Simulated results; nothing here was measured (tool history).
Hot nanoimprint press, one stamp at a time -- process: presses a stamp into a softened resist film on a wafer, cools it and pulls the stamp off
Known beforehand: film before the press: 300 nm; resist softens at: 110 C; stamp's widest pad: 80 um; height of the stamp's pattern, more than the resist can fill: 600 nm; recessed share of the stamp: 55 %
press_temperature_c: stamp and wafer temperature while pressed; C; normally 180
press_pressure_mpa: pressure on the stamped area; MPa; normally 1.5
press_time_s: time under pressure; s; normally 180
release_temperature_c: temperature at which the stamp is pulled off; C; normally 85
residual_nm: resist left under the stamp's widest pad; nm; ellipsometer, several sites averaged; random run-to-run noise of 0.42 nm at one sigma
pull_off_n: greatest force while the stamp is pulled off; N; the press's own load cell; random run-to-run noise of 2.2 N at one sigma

{"run": 1, "hour": 0.0, "press_temperature_c": 180, "press_pressure_mpa": 1.5, "press_time_s": 180, "release_temperature_c": 85, "residual_nm": 132.4, "pull_off_n": 133}
{"run": 2, "hour": 12.9, "press_temperature_c": 180, "press_pressure_mpa": 1.5, "press_time_s": 180, "release_temperature_c": 85, "residual_nm": 132.3, "pull_off_n": 136}
{"run": 3, "hour": 21.1, "press_temperature_c": 182, "press_pressure_mpa": 1.5, "press_time_s": 180, "release_temperature_c": 85, "residual_nm": 121.8, "pull_off_n": 133}
{"run": 4, "hour": 29.4, "press_temperature_c": 180, "press_pressure_mpa": 1.5, "press_time_s": 180, "release_temperature_c": 85, "residual_nm": 133.2, "pull_off_n": 133}
{"run": 5, "hour": 43.3, "press_temperature_c": 180, "press_pressure_mpa": 1.5, "press_time_s": 105, "release_temperature_c": 85, "residual_nm": 161.2, "pull_off_n": 138}
{"run": 6, "hour": 55.2, "press_temperature_c": 180, "press_pressure_mpa": 1.5, "press_time_s": 180, "release_temperature_c": 85, "residual_nm": 132.1, "pull_off_n": 144}
{"run": 7, "hour": 66.9, "press_temperature_c": 180, "press_pressure_mpa": 1.5, "press_time_s": 180, "release_temperature_c": 85, "residual_nm": 132.7, "pull_off_n": 139}
{"run": 8, "hour": 76.6, "press_temperature_c": 180, "press_pressure_mpa": 1.5, "press_time_s": 180, "release_temperature_c": 78, "residual_nm": 132.8, "pull_off_n": 155}
{"run": 9, "hour": 85.0, "press_temperature_c": 180, "press_pressure_mpa": 2.22, "press_time_s": 180, "release_temperature_c": 85, "residual_nm": 108.9, "pull_off_n": 143}
{"run": 10, "hour": 96.2, "press_temperature_c": 180, "press_pressure_mpa": 1.07, "press_time_s": 180, "release_temperature_c": 85, "residual_nm": 155.3, "pull_off_n": 141}
{"run": 11, "hour": 114.0, "press_temperature_c": 180, "press_pressure_mpa": 1.5, "press_time_s": 180, "release_temperature_c": 89, "residual_nm": 134.3, "pull_off_n": 135}
{"run": 12, "hour": 131.5, "press_temperature_c": 180, "press_pressure_mpa": 1.5, "press_time_s": 180, "release_temperature_c": 89, "residual_nm": 134.3, "pull_off_n": 131}
{"run": 13, "hour": 145.4, "press_temperature_c": 180, "press_pressure_mpa": 1.5, "press_time_s": 180, "release_temperature_c": 89, "residual_nm": 133.4, "pull_off_n": 133}
{"run": 14, "hour": 157.9, "press_temperature_c": 180, "press_pressure_mpa": 1.5, "press_time_s": 180, "release_temperature_c": 89, "residual_nm": 134, "pull_off_n": 140}
{"run": 15, "hour": 168.5, "press_temperature_c": 180, "press_pressure_mpa": 1.5, "press_time_s": 180, "release_temperature_c": 89, "residual_nm": 134, "pull_off_n": 143}
{"run": 16, "hour": 177.6, "press_temperature_c": 180, "press_pressure_mpa": 1.5, "press_time_s": 121, "release_temperature_c": 79, "residual_nm": 154.3, "pull_off_n": 160}
{"run": 17, "hour": 195.5, "press_temperature_c": 180, "press_pressure_mpa": 1.5, "press_time_s": 121, "release_temperature_c": 79, "residual_nm": 154.4, "pull_off_n": 159}
{"run": 18, "hour": 209.5, "press_temperature_c": 180, "press_pressure_mpa": 1.22, "press_time_s": 180, "release_temperature_c": 85, "residual_nm": 148.3, "pull_off_n": 145}
{"run": 19, "hour": 217.2, "press_temperature_c": 180, "press_pressure_mpa": 1.37, "press_time_s": 317, "release_temperature_c": 85, "residual_nm": 113.7, "pull_off_n": 149}
{"hour": 228.6, "done": "plate thermocouple calibrated"}
{"hour": 234.6, "done": "stamp cleaned and given a new release coat"}
{"run": 20, "hour": 237.1, "press_temperature_c": 182, "press_pressure_mpa": 1.91, "press_time_s": 153, "release_temperature_c": 72, "residual_nm": 111.1, "pull_off_n": 116}

Estimate the outcome of run 21 from the log above:
{"run": 21, "hour": 254.9, "press_temperature_c": 182, "press_pressure_mpa": 1.51, "press_time_s": 94, "release_temperature_c": 88, "residual_nm": "?", "pull_off_n": "?"}

residual_nm: 149 nm
pull_off_n: 94 N
Without the tool's hidden state the same run would have given residual_nm 150.1 nm, pull_off_n 93 N.
